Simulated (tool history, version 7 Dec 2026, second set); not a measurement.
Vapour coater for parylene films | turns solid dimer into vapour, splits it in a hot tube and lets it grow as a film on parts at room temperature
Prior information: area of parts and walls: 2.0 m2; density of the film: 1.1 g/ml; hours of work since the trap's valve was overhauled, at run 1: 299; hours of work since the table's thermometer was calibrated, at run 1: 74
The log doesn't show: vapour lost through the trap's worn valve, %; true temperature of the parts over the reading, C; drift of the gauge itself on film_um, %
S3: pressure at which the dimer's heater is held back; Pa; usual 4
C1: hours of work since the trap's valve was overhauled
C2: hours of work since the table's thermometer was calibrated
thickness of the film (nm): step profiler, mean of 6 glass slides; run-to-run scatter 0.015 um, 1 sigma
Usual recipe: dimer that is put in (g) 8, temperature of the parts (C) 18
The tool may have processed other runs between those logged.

run 1 day=0 | dimer_that_is_put_in_(g)=8 temperature_of_the_parts_(C)=18 S3=4 | C1=299 C2=74 | thickness_of_the_film_(nm)=1890
run 2 day=0.942 | dimer_that_is_put_in_(g)=8 temperature_of_the_parts_(C)=18 S3=4 | C1=310 C2=85 | thickness_of_the_film_(nm)=1870
run 3 day=2.729 | dimer_that_is_put_in_(g)=8 temperature_of_the_parts_(C)=18 S3=4 | C1=330 C2=105 | thickness_of_the_film_(nm)=1860
run 4 day=4.529 | dimer_that_is_put_in_(g)=12 temperature_of_the_parts_(C)=18 S3=4 | C1=351 C2=126 | thickness_of_the_film_(nm)=2770
run 5 day=5.567 | dimer_that_is_put_in_(g)=12 temperature_of_the_parts_(C)=18 S3=4 | C1=363 C2=138 | thickness_of_the_film_(nm)=2770
-- day=6.475 trap's valve overhauled
run 6 day=7.604 | dimer_that_is_put_in_(g)=12 temperature_of_the_parts_(C)=18 S3=4 | C1=13 C2=159 | thickness_of_the_film_(nm)=3200
run 7 day=9.154 | dimer_that_is_put_in_(g)=8 temperature_of_the_parts_(C)=16 S3=4 | C1=31 C2=177 | thickness_of_the_film_(nm)=2310
run 8 day=10.246 | dimer_that_is_put_in_(g)=8 temperature_of_the_parts_(C)=16 S3=4 | C1=43 C2=189 | thickness_of_the_film_(nm)=2340
run 9 day=11.408 | dimer_that_is_put_in_(g)=8 temperature_of_the_parts_(C)=16 S3=4 | C1=57 C2=203 | thickness_of_the_film_(nm)=2300
run 10 day=12.942 | dimer_that_is_put_in_(g)=8 temperature_of_the_parts_(C)=16 S3=4 | C1=74 C2=220 | thickness_of_the_film_(nm)=2300
run 11 day=13.925 | dimer_that_is_put_in_(g)=8 temperature_of_the_parts_(C)=16 S3=4 | C1=85 C2=231 | thickness_of_the_film_(nm)=2290
run 12 day=16.012 | dimer_that_is_put_in_(g)=8 temperature_of_the_parts_(C)=16 S3=4 | C1=109 C2=255 | thickness_of_the_film_(nm)=2260
run 13 day=18.029 | dimer_that_is_put_in_(g)=8 temperature_of_the_parts_(C)=16 S3=4 | C1=132 C2=278 | thickness_of_the_film_(nm)=2230
run 14 day=19.288 | dimer_that_is_put_in_(g)=8 temperature_of_the_parts_(C)=13 S3=3.04 | C1=147 C2=293 | thickness_of_the_film_(nm)=2640
run 15 day=20.262 | dimer_that_is_put_in_(g)=8 temperature_of_the_parts_(C)=24 S3=4.45 | C1=158 C2=304 | thickness_of_the_film_(nm)=1510
run 16 day=21.892 | dimer_that_is_put_in_(g)=5 temperature_of_the_parts_(C)=19 S3=3.8 | C1=177 C2=323 | thickness_of_the_film_(nm)=1210
run 17 day=23.554 | dimer_that_is_put_in_(g)=4 temperature_of_the_parts_(C)=26 S3=4.63 | C1=196 C2=342 | thickness_of_the_film_(nm)=690
run 18 day=24.804 | dimer_that_is_put_in_(g)=9 temperature_of_the_parts_(C)=12 S3=7.37 | C1=210 C2=356 | thickness_of_the_film_(nm)=2880
run 19 day=26.383 | dimer_that_is_put_in_(g)=10 temperature_of_the_parts_(C)=24 S3=4.04 | C1=228 C2=374 | thickness_of_the_film_(nm)=1840
run 20 day=28.125 | dimer_that_is_put_in_(g)=5 temperature_of_the_parts_(C)=18 S3=4 | C1=248 C2=394 | thickness_of_the_film_(nm)=1220
run 21 day=29.454 | dimer_that_is_put_in_(g)=14 temperature_of_the_parts_(C)=23 S3=11.63 | C1=263 C2=409 | thickness_of_the_film_(nm)=2490
run 22 day=30.771 | dimer_that_is_put_in_(g)=14 temperature_of_the_parts_(C)=23 S3=11.63 | C1=278 C2=424 | thickness_of_the_film_(nm)=2480
run 23 day=31.833 | dimer_that_is_put_in_(g)=14 temperature_of_the_parts_(C)=23 S3=11.63 | C1=291 C2=437 | thickness_of_the_film_(nm)=2490
run 24 day=33.683 | dimer_that_is_put_in_(g)=6 temperature_of_the_parts_(C)=18 S3=5.29 | C1=312 C2=458 | thickness_of_the_film_(nm)=1390

Consider 5 possible next runs. They are alternatives, not a sequence: every one starts from the tool as it was left by run 24. What does each give?
run A day=35.196 | dimer_that_is_put_in_(g)=6 temperature_of_the_parts_(C)=24 S3=5.29 | C1=329 C2=475 | thickness_of_the_film_(nm)=?
run B day=35.196 | dimer_that_is_put_in_(g)=8 temperature_of_the_parts_(C)=18 S3=5.29 | C1=329 C2=475 | thickness_of_the_film_(nm)=?
run C day=35.196 | dimer_that_is_put_in_(g)=8 temperature_of_the_parts_(C)=18 S3=2.52 | C1=329 C2=475 | thickness_of_the_film_(nm)=?
run D day=35.196 | dimer_that_is_put_in_(g)=12 temperature_of_the_parts_(C)=18 S3=4 | C1=329 C2=475 | thickness_of_the_film_(nm)=?
run E day=35.196 | dimer_that_is_put_in_(g)=12 temperature_of_the_parts_(C)=18 S3=4 | C1=329 C2=475 | thickness_of_the_film_(nm)=?

run=A thickness_of_the_film_(nm)=1030
run=B thickness_of_the_film_(nm)=1860
run=C thickness_of_the_film_(nm)=1940
run=D thickness_of_the_film_(nm)=2820
run=E thickness_of_the_film_(nm)=2840
What these runs would have given with no unlogged condition in the tool:
run=A thickness_of_the_film_(nm)=1170
run=B thickness_of_the_film_(nm)=2110
run=C thickness_of_the_film_(nm)=2210
run=D thickness_of_the_film_(nm)=3200
run=E thickness_of_the_film_(nm)=3220
